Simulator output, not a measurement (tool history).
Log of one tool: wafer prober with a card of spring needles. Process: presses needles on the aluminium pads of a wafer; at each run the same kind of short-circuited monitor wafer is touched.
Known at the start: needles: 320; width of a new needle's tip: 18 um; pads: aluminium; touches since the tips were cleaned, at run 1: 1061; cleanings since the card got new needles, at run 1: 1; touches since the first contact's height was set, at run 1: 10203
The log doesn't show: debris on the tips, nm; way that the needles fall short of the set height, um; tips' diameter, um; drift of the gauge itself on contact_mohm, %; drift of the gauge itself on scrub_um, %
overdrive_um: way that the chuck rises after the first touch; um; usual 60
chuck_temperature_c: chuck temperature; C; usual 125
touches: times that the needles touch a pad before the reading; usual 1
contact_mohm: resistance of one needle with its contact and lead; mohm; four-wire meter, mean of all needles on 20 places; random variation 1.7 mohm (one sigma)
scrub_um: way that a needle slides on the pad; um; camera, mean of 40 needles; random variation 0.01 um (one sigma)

run  hour  overdrive_um  chuck_temperature_c  touches  touches since the tips were cleaned  cleanings since the card got new needles  touches since the first contact's height was set  contact_mohm  scrub_um
  1   0.0            60                  125        1                                 1061                                         1                                             10203           171      8.16
  2  10.6            60                  125        1                                 6152                                         1                                             15294           168      8.19
     15.4  -- tips cleaned on abrasive film
  3  19.4            60                  125        1                                 1925                                         2                                             19478           172      8.19
  4  31.6            60                  125        1                                 7781                                         2                                             25334           172      8.18
     33.8  -- tips cleaned on abrasive film
  5  42.1            60                  125        1                                 3969                                         3                                             30288           172      8.17
  6  48.0            60                  125        1                                 6794                                         3                                             33113           170      8.16
     51.3  -- tips cleaned on abrasive film
  7  60.2            59                  125        1                                 4304                                         4                                             38960           172      8.04
     68.7  -- tips cleaned on abrasive film
  8  69.6            59                  125        1                                  428                                         5                                             43409           169      8.03
  9  81.8            59                  125        1                                 6252                                         5                                             49233           172      8.01
     86.6  -- tips cleaned on abrasive film
 10  95.3            59                  125        1                                 4167                                         6                                             55678           174      8.03

Forecast each of these 4 alternatives for the next run:
     104.4  -- tips cleaned on abrasive film
  A  109.0            72                   43        1                                 2188                                         7                                             62201             ?         ?
     104.4  -- tips cleaned on abrasive film
  B  109.0            43                  125        1                                 2188                                         7                                             62201             ?         ?
     104.4  -- tips cleaned on abrasive film
  C  109.0            67                  122        2                                 2188                                         7                                             62201             ?         ?
     104.4  -- tips cleaned on abrasive film
  D  109.0            40                   67        2                                 2188                                         7                                             62201             ?         ?

run  contact_mohm  scrub_um
  A           154      9.79
  B           176      5.84
  C           169      9.12
  D           168      5.44
Without the tool's hidden state the same runs would have given:
run  contact_mohm  scrub_um
  A           154      9.81
  B           176      5.85
  C           169      9.14
  D           168      5.45

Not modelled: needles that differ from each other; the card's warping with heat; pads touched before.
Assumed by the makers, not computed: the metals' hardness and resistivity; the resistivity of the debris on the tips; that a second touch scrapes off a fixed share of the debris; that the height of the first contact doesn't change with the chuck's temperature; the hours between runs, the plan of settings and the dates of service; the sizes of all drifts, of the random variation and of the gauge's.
